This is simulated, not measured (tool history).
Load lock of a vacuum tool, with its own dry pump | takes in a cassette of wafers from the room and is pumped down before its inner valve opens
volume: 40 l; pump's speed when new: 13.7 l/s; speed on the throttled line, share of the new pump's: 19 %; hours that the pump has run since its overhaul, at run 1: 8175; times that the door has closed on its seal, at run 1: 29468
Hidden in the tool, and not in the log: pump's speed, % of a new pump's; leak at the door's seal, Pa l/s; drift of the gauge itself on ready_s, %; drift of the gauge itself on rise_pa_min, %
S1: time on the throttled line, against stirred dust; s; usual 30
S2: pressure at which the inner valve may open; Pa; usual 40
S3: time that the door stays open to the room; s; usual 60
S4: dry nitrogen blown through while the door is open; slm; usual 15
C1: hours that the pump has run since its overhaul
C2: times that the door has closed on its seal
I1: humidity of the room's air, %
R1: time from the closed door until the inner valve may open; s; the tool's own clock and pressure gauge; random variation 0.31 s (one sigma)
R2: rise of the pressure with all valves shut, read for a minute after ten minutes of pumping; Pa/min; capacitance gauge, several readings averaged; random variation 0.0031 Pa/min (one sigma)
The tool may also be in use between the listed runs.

{"run": 1, "hour": 0.0, "S1": 30, "S2": 40, "S3": 60, "S4": 15, "C1": 8175, "C2": 29468, "I1": 48.1, "R1": 48.9, "R2": 0.236}
{"run": 2, "hour": 548.3, "S1": 30, "S2": 40, "S3": 60, "S4": 15, "C1": 8723, "C2": 30779, "I1": 42.1, "R1": 48, "R2": 0.248}
{"run": 3, "hour": 899.6, "S1": 30, "S2": 40, "S3": 60, "S4": 15, "C1": 9075, "C2": 31620, "I1": 47.3, "R1": 48.5, "R2": 0.256}
{"run": 4, "hour": 1344.1, "S1": 30, "S2": 40, "S3": 60, "S4": 5, "C1": 9519, "C2": 32683, "I1": 47.8, "R1": 48.4, "R2": 0.289}
{"run": 5, "hour": 1703.7, "S1": 30, "S2": 40, "S3": 238, "S4": 15, "C1": 9879, "C2": 33543, "I1": 43.4, "R1": 49, "R2": 0.297}
{"run": 6, "hour": 1968.1, "S1": 23, "S2": 40, "S3": 60, "S4": 30, "C1": 10143, "C2": 34176, "I1": 48.5, "R1": 43, "R2": 0.274}
{"run": 7, "hour": 2237.3, "S1": 23, "S2": 40, "S3": 60, "S4": 30, "C1": 10412, "C2": 34820, "I1": 41.9, "R1": 43.6, "R2": 0.272}
{"run": 8, "hour": 2517.1, "S1": 28, "S2": 40, "S3": 60, "S4": 15, "C1": 10692, "C2": 35489, "I1": 46.1, "R1": 47.8, "R2": 0.298}
{"run": 9, "hour": 3109.4, "S1": 28, "S2": 40, "S3": 60, "S4": 15, "C1": 11284, "C2": 36906, "I1": 44.3, "R1": 47.5, "R2": 0.309}
{"hour": 3261.5, "done": "door's seal changed, seat wiped"}
{"run": 10, "hour": 3439.1, "S1": 27, "S2": 34, "S3": 198, "S4": 15, "C1": 11613, "C2": 425, "I1": 47.7, "R1": 47.8, "R2": 0.086}

Forecast each of these 4 alternatives for the next run:
{"run": "A", "hour": 3881.2, "S1": 40, "S2": 37, "S3": 198, "S4": 15, "C1": 12055, "C2": 1483, "I1": 43.7, "R1": "?", "R2": "?"}
{"run": "B", "hour": 3881.2, "S1": 41, "S2": 34, "S3": 198, "S4": 6, "C1": 12055, "C2": 1483, "I1": 42.4, "R1": "?", "R2": "?"}
{"run": "C", "hour": 3881.2, "S1": 27, "S2": 34, "S3": 198, "S4": 19, "C1": 12055, "C2": 1483, "I1": 45.3, "R1": "?", "R2": "?"}
{"run": "D", "hour": 3881.2, "S1": 17, "S2": 66, "S3": 60, "S4": 28, "C1": 12055, "C2": 1483, "I1": 45.8, "R1": "?", "R2": "?"}

run=A R1=57.4 R2=0.081
run=B R1=58.9 R2=0.087
run=C R1=47 R2=0.079
run=D R1=37.8 R2=0.054
Without the tool's hidden state the same runs would have given:
run=A R1=55.5 R2=0.077
run=B R1=57 R2=0.083
run=C R1=44.8 R2=0.076
run=D R1=35.5 R2=0.051

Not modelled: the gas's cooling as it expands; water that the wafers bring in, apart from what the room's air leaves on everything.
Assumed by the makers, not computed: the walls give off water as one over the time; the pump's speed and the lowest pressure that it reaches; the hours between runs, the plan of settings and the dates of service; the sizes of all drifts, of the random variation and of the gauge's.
